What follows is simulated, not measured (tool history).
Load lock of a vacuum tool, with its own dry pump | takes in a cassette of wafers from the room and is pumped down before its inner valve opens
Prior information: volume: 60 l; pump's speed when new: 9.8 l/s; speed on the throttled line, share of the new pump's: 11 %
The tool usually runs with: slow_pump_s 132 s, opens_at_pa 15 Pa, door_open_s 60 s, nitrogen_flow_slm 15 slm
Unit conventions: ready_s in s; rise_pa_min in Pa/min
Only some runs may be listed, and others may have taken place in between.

run	hour	slow_pump_s	opens_at_pa	door_open_s	nitrogen_flow_slm	incoming humidity of the room's air, %	ready_s	rise_pa_min
1	0.0	132	15	60	15	43.4	179.3	0.046
2	243.8	132	15	174	15	45.5	178.7	0.104
3	529.7	132	15	174	15	45.5	180.9	0.096
4	722.5	132	15	60	14	45.9	179.2	0.061
5	886.5	122	15	60	15	48.0	169.7	0.066
6	1086.7	122	15	60	15	45.8	173.2	0.065
7	1405.6	122	15	60	15	42.8	173.1	0.071
8	1712.7	122	15	60	15	46.9	172.8	0.080
9	1943.7	122	15	60	15	44.7	171.4	0.085
10	2261.8	122	15	60	15	47.4	171.6	0.096
11	2481.2	122	26	60	15	47.9	169.0	0.097
12	2798.5	122	26	60	15	44.8	168.5	0.095
13	2931.2	122	26	60	15	45.3	167.6	0.102
14	3246.5	122	26	60	15	45.4	167.9	0.112
15	3488.2	122	26	60	15	44.9	171.2	0.117
# hour 3547.3: dry pump taken out, an overhauled one fitted
16	3779.5	122	26	60	15	46.7	158.2	0.121
17	4097.2	122	26	60	15	46.6	159.2	0.130
18	4246.6	122	26	60	15	46.6	159.2	0.136
19	4563.3	132	15	60	15	46.7	171.6	0.141
20	4748.8	93	15	60	15	46.2	136.8	0.144
21	4892.3	93	15	38	15	44.6	138.9	0.137
22	5179.3	113	27	38	15	45.3	152.0	0.151
23	5467.7	92	26	48	15	41.9	134.5	0.157
24	5718.2	92	11	48	5	44.5	139.9	0.189
25	5881.6	166	21	31	15	45.1	200.9	0.174
26	6149.3	166	21	31	15	45.1	203.4	0.172
27	6391.3	166	21	31	15	47.5	201.9	0.186
28	6704.6	136	18	60	5	43.7	176.7	0.221
29	6879.3	136	18	60	5	49.8	177.2	0.231
30	7075.5	136	18	123	5	48.8	177.4	0.279
31	7355.7	132	29	65	15	46.0	170.2	0.236
32	7597.6	132	29	65	15	45.7	171.7	0.244
33	7796.6	132	14	136	15	47.5	176.8	0.266
34	8070.8	132	14	136	14	42.1	175.6	0.283
35	8226.8	132	15	33	15	41.7	175.7	0.244
36	8425.8	132	15	60	9	46.0	176.6	0.283
37	8595.0	174	11	175	11	45.9	216.9	0.319
38	8832.7	174	11	175	11	45.2	214.8	0.333

What if the next run were any one of these 3? Each begins from the tool's condition after run 38:
A	8967.6	99	11	41	17	45.7	?	?
B	8967.6	180	15	86	15	43.3	?	?
C	8967.6	174	29	175	7	43.9	?	?

run	ready_s	rise_pa_min
A	148.6	0.280
B	217.4	0.303
C	211.4	0.341
What these runs would have given with no unlogged condition in the tool:
run	ready_s	rise_pa_min
A	142.8	0.033
B	213.1	0.051
C	207.5	0.097
